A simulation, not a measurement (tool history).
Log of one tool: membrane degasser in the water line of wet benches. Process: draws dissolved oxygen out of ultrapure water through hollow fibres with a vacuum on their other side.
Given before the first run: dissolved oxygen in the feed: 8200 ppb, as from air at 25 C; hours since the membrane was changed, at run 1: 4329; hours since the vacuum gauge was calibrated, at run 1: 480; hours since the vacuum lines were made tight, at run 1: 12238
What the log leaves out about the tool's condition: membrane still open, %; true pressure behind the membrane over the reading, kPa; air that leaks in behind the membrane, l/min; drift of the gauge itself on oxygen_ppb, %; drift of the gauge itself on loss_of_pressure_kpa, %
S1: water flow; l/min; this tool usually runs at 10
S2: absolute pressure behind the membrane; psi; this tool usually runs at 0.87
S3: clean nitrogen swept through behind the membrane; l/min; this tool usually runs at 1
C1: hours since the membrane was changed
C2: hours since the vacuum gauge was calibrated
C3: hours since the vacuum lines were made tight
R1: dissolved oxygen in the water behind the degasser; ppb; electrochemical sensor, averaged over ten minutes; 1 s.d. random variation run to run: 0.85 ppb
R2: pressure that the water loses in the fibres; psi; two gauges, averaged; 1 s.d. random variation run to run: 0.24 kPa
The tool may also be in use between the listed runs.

Run 1, hour 0: usual settings; C1 4329; C2 480; C3 12238. Result: R1 88.2 ppb, R2 8.942 psi.
Run 2, hour 146: usual settings; C1 4475; C2 626; C3 12384. Result: R1 88.3 ppb, R2 8.987 psi.
Run 3, hour 311.6: usual settings but S2 1.711 psi; C1 4641; C2 792; C3 12550. Result: R1 226.7 ppb, R2 8.952 psi.
Run 4, hour 462.3: usual settings but S2 1.711 psi; C1 4792; C2 942; C3 12700. Result: R1 228.5 ppb, R2 8.981 psi.
Run 5, hour 593.1: usual settings but S2 1.711 psi; C1 4922; C2 1073; C3 12831. Result: R1 229.4 ppb, R2 8.994 psi.
Run 6, hour 858.7: usual settings but S3 0.91 l/min; C1 5188; C2 1339; C3 13097. Result: R1 94.3 ppb, R2 8.943 psi.
Run 7, hour 1077.5: usual settings; C1 5407; C2 1558; C3 13316. Result: R1 89.4 ppb, R2 8.987 psi.
Run 8, hour 1273.3: usual settings but S3 1.59 l/min; C1 5603; C2 1753; C3 13511. Result: R1 65 ppb, R2 9.034 psi.
Run 9, hour 1542.3: usual settings but S3 1.59 l/min; C1 5872; C2 2023; C3 13780. Result: R1 64.9 ppb, R2 9.053 psi.
Run 10, hour 1670: usual settings but S1 6 l/min, S2 0.553 psi; C1 5999; C2 2150; C3 13908. Result: R1 14.3 ppb, R2 5.358 psi.
Run 11, hour 1858.5: usual settings but S1 6 l/min, S2 0.553 psi; C1 6188; C2 2339; C3 14097. Result: R1 15.1 ppb, R2 5.406 psi.
Run 12, hour 2093.5: usual settings but S1 16 l/min, S2 1.199 psi, S3 0.42 l/min; C1 6423; C2 2574; C3 14332. Result: R1 449 ppb, R2 14.417 psi.
Run 13, hour 2247.3: usual settings but S2 0.937 psi; C1 6577; C2 2727; C3 14485. Result: R1 101.9 ppb, R2 8.994 psi.
Run 14, hour 2454.4: usual settings but S1 7 l/min, S2 0.937 psi; C1 6784; C2 2935; C3 14692. Result: R1 69 ppb, R2 6.306 psi.

Each row is a separate what-if for the run after 14, all from the same tool condition, not one after another. Results?
Run A, hour 2575.5: usual settings but S1 14 l/min, S2 1.739 psi, S3 2.07 l/min; C1 6905; C2 3056; C3 14814. Result: R1 ?, R2 ?.
Run B, hour 2575.5: usual settings but S3 0.53 l/min; C1 6905; C2 3056; C3 14814. Result: R1 ?, R2 ?.
Run C, hour 2575.5: usual settings but S1 8 l/min, S2 2.154 psi, S3 1.53 l/min; C1 6905; C2 3056; C3 14814. Result: R1 ?, R2 ?.

run     R1      R2
  A  191.7  12.691
  B  143.7    9.02
  C  170.2    7.24
With no hidden state in the tool, these same runs would have given:
run     R1      R2
  A    179  12.411
  B  133.5   8.821
  C  155.1   7.081

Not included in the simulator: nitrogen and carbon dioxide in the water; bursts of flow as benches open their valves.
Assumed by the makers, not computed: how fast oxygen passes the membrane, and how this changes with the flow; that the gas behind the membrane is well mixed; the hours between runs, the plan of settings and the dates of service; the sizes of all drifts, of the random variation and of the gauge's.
